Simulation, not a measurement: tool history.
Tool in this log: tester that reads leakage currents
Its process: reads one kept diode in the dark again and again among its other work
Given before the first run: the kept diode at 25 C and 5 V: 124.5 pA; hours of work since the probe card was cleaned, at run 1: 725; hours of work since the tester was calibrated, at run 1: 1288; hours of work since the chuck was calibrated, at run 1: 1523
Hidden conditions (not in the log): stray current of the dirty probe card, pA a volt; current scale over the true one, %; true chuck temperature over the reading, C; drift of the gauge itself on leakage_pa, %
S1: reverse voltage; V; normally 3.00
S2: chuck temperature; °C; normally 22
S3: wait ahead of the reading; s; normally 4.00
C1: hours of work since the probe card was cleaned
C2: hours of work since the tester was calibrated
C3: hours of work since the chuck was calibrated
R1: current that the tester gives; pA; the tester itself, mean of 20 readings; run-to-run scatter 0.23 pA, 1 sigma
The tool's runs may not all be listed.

{"run": 1, "hour": 0.0, "S1": 3.0, "S2": 22, "S3": 4.0, "C1": 725, "C2": 1288, "C3": 1523, "R1": 83.15}
{"run": 2, "hour": 69.8, "S1": 3.0, "S2": 22, "S3": 4.0, "C1": 768, "C2": 1331, "C3": 1566, "R1": 83.25}
{"run": 3, "hour": 184.5, "S1": 3.0, "S2": 22, "S3": 4.0, "C1": 839, "C2": 1402, "C3": 1637, "R1": 84.5}
{"run": 4, "hour": 317.4, "S1": 3.0, "S2": 22, "S3": 4.0, "C1": 921, "C2": 1484, "C3": 1719, "R1": 84.62}
{"run": 5, "hour": 436.5, "S1": 4.28, "S2": 22, "S3": 4.0, "C1": 995, "C2": 1558, "C3": 1792, "R1": 104.38}
{"run": 6, "hour": 531.6, "S1": 4.28, "S2": 22, "S3": 4.0, "C1": 1053, "C2": 1617, "C3": 1851, "R1": 106.25}
{"run": 7, "hour": 640.0, "S1": 3.0, "S2": 22, "S3": 4.0, "C1": 1120, "C2": 1683, "C3": 1918, "R1": 86.81}
{"run": 8, "hour": 764.7, "S1": 2.62, "S2": 22, "S3": 4.0, "C1": 1197, "C2": 1760, "C3": 1995, "R1": 81.64}
{"hour": 875.9, "done": "probe card cleaned and baked"}
{"run": 9, "hour": 875.9, "S1": 3.78, "S2": 47, "S3": 5.51, "C1": 0, "C2": 1827, "C3": 2062, "R1": 730.29}
{"run": 10, "hour": 962.1, "S1": 14.01, "S2": 36, "S3": 0.97, "C1": 53, "C2": 1881, "C3": 2115, "R1": 606.56}
{"hour": 1091.6, "done": "chuck's temperature calibrated"}
{"run": 11, "hour": 1107.3, "S1": 9.08, "S2": 36, "S3": 0.97, "C1": 142, "C2": 1969, "C3": 10, "R1": 441.81}
{"run": 12, "hour": 1192.1, "S1": 4.9, "S2": 30, "S3": 1.35, "C1": 194, "C2": 2021, "C3": 62, "R1": 195.66}
{"run": 13, "hour": 1309.1, "S1": 18.81, "S2": 22, "S3": 3.53, "C1": 266, "C2": 2094, "C3": 134, "R1": 201.78}

Measured result minus the same run's result without the hidden state. Both carry the same run-to-run variation, though not necessarily the same gauge scatter:
run=1 R1=+9.91
run=2 R1=+10.28
run=3 R1=+11.05
run=4 R1=+11.81
run=5 R1=+16.62
run=6 R1=+17.60
run=7 R1=+13.84
run=8 R1=+13.23
run=9 R1=+53.07
run=10 R1=+49.75
run=11 R1=+2.66
run=12 R1=+2.51
run=13 R1=+12.11
